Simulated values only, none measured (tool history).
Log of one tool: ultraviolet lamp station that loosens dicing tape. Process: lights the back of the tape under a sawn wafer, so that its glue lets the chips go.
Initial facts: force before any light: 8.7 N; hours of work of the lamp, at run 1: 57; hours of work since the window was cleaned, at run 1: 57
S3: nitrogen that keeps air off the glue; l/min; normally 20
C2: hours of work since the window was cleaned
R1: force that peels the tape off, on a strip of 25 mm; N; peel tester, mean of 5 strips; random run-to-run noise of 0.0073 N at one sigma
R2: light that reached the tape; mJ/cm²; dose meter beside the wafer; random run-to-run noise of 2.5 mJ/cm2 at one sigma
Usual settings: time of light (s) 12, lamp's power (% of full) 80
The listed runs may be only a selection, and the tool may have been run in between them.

run 1 day=0 | time_of_light_(s)=12 lamp's_power_(%_of_full)=80 S3=20 | hours_of_work_of_the_lamp=57 C2=57 | R1=0.267 R2=277
run 2 day=0.762 | time_of_light_(s)=12 lamp's_power_(%_of_full)=80 S3=20 | hours_of_work_of_the_lamp=66 C2=66 | R1=0.291 R2=274
run 3 day=1.204 | time_of_light_(s)=12 lamp's_power_(%_of_full)=80 S3=20 | hours_of_work_of_the_lamp=72 C2=72 | R1=0.283 R2=279
run 4 day=1.746 | time_of_light_(s)=12 lamp's_power_(%_of_full)=80 S3=20 | hours_of_work_of_the_lamp=78 C2=78 | R1=0.283 R2=274
run 5 day=2.746 | time_of_light_(s)=12 lamp's_power_(%_of_full)=80 S3=20 | hours_of_work_of_the_lamp=90 C2=90 | R1=0.29 R2=275
run 6 day=3.162 | time_of_light_(s)=12 lamp's_power_(%_of_full)=81 S3=20 | hours_of_work_of_the_lamp=95 C2=95 | R1=0.281 R2=273
run 7 day=3.729 | time_of_light_(s)=12 lamp's_power_(%_of_full)=80 S3=30 | hours_of_work_of_the_lamp=102 C2=102 | R1=0.218 R2=269
run 8 day=4.292 | time_of_light_(s)=12 lamp's_power_(%_of_full)=93 S3=20 | hours_of_work_of_the_lamp=109 C2=109 | R1=0.227 R2=319
run 9 day=5.05 | time_of_light_(s)=12 lamp's_power_(%_of_full)=80 S3=20 | hours_of_work_of_the_lamp=118 C2=118 | R1=0.297 R2=267
run 10 day=5.992 | time_of_light_(s)=12 lamp's_power_(%_of_full)=80 S3=11 | hours_of_work_of_the_lamp=130 C2=130 | R1=0.511 R2=264
run 11 day=6.621 | time_of_light_(s)=12 lamp's_power_(%_of_full)=80 S3=11 | hours_of_work_of_the_lamp=137 C2=137 | R1=0.499 R2=274
run 12 day=7.575 | time_of_light_(s)=10 lamp's_power_(%_of_full)=83 S3=23 | hours_of_work_of_the_lamp=149 C2=149 | R1=0.363 R2=229
run 13 day=8.042 | time_of_light_(s)=14 lamp's_power_(%_of_full)=83 S3=21 | hours_of_work_of_the_lamp=154 C2=154 | R1=0.205 R2=322
run 14 day=8.525 | time_of_light_(s)=12 lamp's_power_(%_of_full)=80 S3=11 | hours_of_work_of_the_lamp=160 C2=160 | R1=0.535 R2=265
-- day=8.588 window cleaned of glue's vapour
run 15 day=8.979 | time_of_light_(s)=12 lamp's_power_(%_of_full)=80 S3=11 | hours_of_work_of_the_lamp=165 C2=5 | R1=0.543 R2=264
run 16 day=9.821 | time_of_light_(s)=23 lamp's_power_(%_of_full)=80 S3=20 | hours_of_work_of_the_lamp=175 C2=15 | R1=0.14 R2=502
run 17 day=10.646 | time_of_light_(s)=11 lamp's_power_(%_of_full)=74 S3=7 | hours_of_work_of_the_lamp=185 C2=25 | R1=1.148 R2=216
run 18 day=11.542 | time_of_light_(s)=11 lamp's_power_(%_of_full)=74 S3=7 | hours_of_work_of_the_lamp=196 C2=36 | R1=1.151 R2=222
-- day=11.979 window cleaned of glue's vapour, once more
run 19 day=12.362 | time_of_light_(s)=11 lamp's_power_(%_of_full)=74 S3=7 | hours_of_work_of_the_lamp=206 C2=5 | R1=1.052 R2=226
run 20 day=13.242 | time_of_light_(s)=12 lamp's_power_(%_of_full)=80 S3=14 | hours_of_work_of_the_lamp=216 C2=15 | R1=0.434 R2=267
run 21 day=14.108 | time_of_light_(s)=18 lamp's_power_(%_of_full)=80 S3=11 | hours_of_work_of_the_lamp=227 C2=26 | R1=0.205 R2=395

Hidden state at the last listed run before each entry between runs and at the first one after, where it differs:
Logged between run 14 and run 15: window cleaned of glue's vapour (day 8.588)
  lamp's light, % of a new lamp's: 95.7 -> 95.6; light that the window lets through, % of a clean one's: 98 -> 96.9
  difference, measured minus the result without the unlogged condition, R1: +0.074 -> +0.089 N; R2: -17 -> -21 mJ/cm²
Logged between run 18 and run 19: window cleaned of glue's vapour, once more (day 11.979)
  lamp's light, % of a new lamp's: 94.9 -> 94.7; light that the window lets through, % of a clean one's: 96.5 -> 99.4
  difference, measured minus the result without the unlogged condition, R1: +0.179 -> +0.118 N; R2: -20 -> -14 mJ/cm²
